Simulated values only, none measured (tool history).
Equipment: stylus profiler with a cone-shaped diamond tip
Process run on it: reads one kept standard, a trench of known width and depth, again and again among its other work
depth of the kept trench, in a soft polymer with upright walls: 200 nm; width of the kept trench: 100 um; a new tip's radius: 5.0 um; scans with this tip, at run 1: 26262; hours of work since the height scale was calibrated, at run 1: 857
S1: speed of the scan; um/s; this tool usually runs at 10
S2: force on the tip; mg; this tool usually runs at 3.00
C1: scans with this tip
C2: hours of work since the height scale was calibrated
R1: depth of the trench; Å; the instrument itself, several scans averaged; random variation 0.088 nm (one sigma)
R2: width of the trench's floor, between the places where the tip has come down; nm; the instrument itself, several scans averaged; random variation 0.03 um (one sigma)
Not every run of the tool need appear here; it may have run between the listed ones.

run 1 hour=0.0 | S1=10 S2=3.00 | C1=26262 C2=857 | R1=2023.2 R2=95990
run 2 hour=102.7 | S1=10 S2=3.00 | C1=26987 C2=911 | R1=2021.3 R2=95960
run 3 hour=213.3 | S1=4 S2=3.00 | C1=27767 C2=969 | R1=2021.0 R2=95940
run 4 hour=310.8 | S1=16 S2=3.00 | C1=28454 C2=1020 | R1=2022.1 R2=95910
-- hour=357.5 height scale calibrated on a step standard
run 5 hour=427.9 | S1=16 S2=3.00 | C1=29277 C2=37 | R1=2029.5 R2=95910
run 6 hour=507.8 | S1=16 S2=3.00 | C1=29839 C2=79 | R1=2028.3 R2=95850
run 7 hour=571.4 | S1=16 S2=3.00 | C1=30288 C2=112 | R1=2028.4 R2=95830
run 8 hour=658.2 | S1=16 S2=3.00 | C1=30900 C2=157 | R1=2027.8 R2=95830
run 9 hour=743.7 | S1=7 S2=3.00 | C1=31503 C2=202 | R1=2028.1 R2=95770
-- hour=845.8 new tip fitted, height scale calibrated
run 10 hour=868.3 | S1=7 S2=3.00 | C1=158 C2=12 | R1=2029.3 R2=97230
run 11 hour=962.1 | S1=10 S2=3.00 | C1=820 C2=61 | R1=2027.9 R2=97130
run 12 hour=1098.2 | S1=10 S2=3.00 | C1=1780 C2=132 | R1=2030.2 R2=97120
run 13 hour=1214.8 | S1=10 S2=3.00 | C1=2602 C2=193 | R1=2028.8 R2=97090
run 14 hour=1280.4 | S1=10 S2=6.61 | C1=3065 C2=227 | R1=2049.4 R2=97050
run 15 hour=1395.4 | S1=10 S2=6.61 | C1=3876 C2=288 | R1=2047.8 R2=97020
run 16 hour=1455.8 | S1=10 S2=6.61 | C1=4302 C2=319 | R1=2047.2 R2=97030
run 17 hour=1511.4 | S1=10 S2=6.61 | C1=4694 C2=348 | R1=2047.8 R2=96970
run 18 hour=1647.8 | S1=10 S2=6.61 | C1=5655 C2=420 | R1=2049.0 R2=96940
run 19 hour=1720.9 | S1=10 S2=1.44 | C1=6171 C2=458 | R1=2013.6 R2=96880
run 20 hour=1781.8 | S1=20 S2=3.00 | C1=6600 C2=490 | R1=2026.3 R2=96860
run 21 hour=1916.5 | S1=10 S2=3.00 | C1=7550 C2=560 | R1=2025.1 R2=96790
run 22 hour=2036.9 | S1=10 S2=3.00 | C1=8399 C2=623 | R1=2025.6 R2=96780
run 23 hour=2160.1 | S1=3 S2=3.00 | C1=9268 C2=688 | R1=2024.3 R2=96720
run 24 hour=2269.3 | S1=5 S2=2.14 | C1=10038 C2=745 | R1=2017.6 R2=96780
run 25 hour=2378.9 | S1=5 S2=2.14 | C1=10811 C2=802 | R1=2018.3 R2=96670
run 26 hour=2440.2 | S1=10 S2=8.30 | C1=11243 C2=834 | R1=2052.8 R2=96620
run 27 hour=2554.1 | S1=21 S2=2.24 | C1=12046 C2=894 | R1=2016.2 R2=96580
run 28 hour=2644.3 | S1=25 S2=7.43 | C1=12682 C2=941 | R1=2048.5 R2=96550
run 29 hour=2721.3 | S1=25 S2=6.46 | C1=13225 C2=982 | R1=2042.1 R2=96510
-- hour=2844.5 height scale calibrated on a step standard
run 30 hour=2852.8 | S1=25 S2=6.46 | C1=14149 C2=4 | R1=2050.6 R2=96480
run 31 hour=2929.9 | S1=6 S2=7.30 | C1=14693 C2=45 | R1=2054.5 R2=96440
run 32 hour=3018.4 | S1=6 S2=7.30 | C1=15317 C2=91 | R1=2053.5 R2=96470
run 33 hour=3114.6 | S1=2 S2=3.96 | C1=15995 C2=141 | R1=2036.5 R2=96450
run 34 hour=3236.7 | S1=11 S2=2.70 | C1=16856 C2=205 | R1=2027.4 R2=96380
run 35 hour=3319.9 | S1=9 S2=2.09 | C1=17442 C2=249 | R1=2020.6 R2=96400
run 36 hour=3383.6 | S1=17 S2=7.16 | C1=17892 C2=282 | R1=2051.4 R2=96310
run 37 hour=3510.6 | S1=17 S2=7.16 | C1=18787 C2=349 | R1=2052.3 R2=96290
run 38 hour=3604.7 | S1=3 S2=2.79 | C1=19451 C2=398 | R1=2026.1 R2=96270

Estimate the outcome of run 39 from the log above:
run 39 hour=3715.8 | S1=3 S2=3.31 | C1=20234 C2=456 | R1=? R2=?

R1: 2029.0 Å
R2: 96280 nm
With no hidden state in the tool, this same run would have given R1 2031.7 Å, R2 97210 nm.

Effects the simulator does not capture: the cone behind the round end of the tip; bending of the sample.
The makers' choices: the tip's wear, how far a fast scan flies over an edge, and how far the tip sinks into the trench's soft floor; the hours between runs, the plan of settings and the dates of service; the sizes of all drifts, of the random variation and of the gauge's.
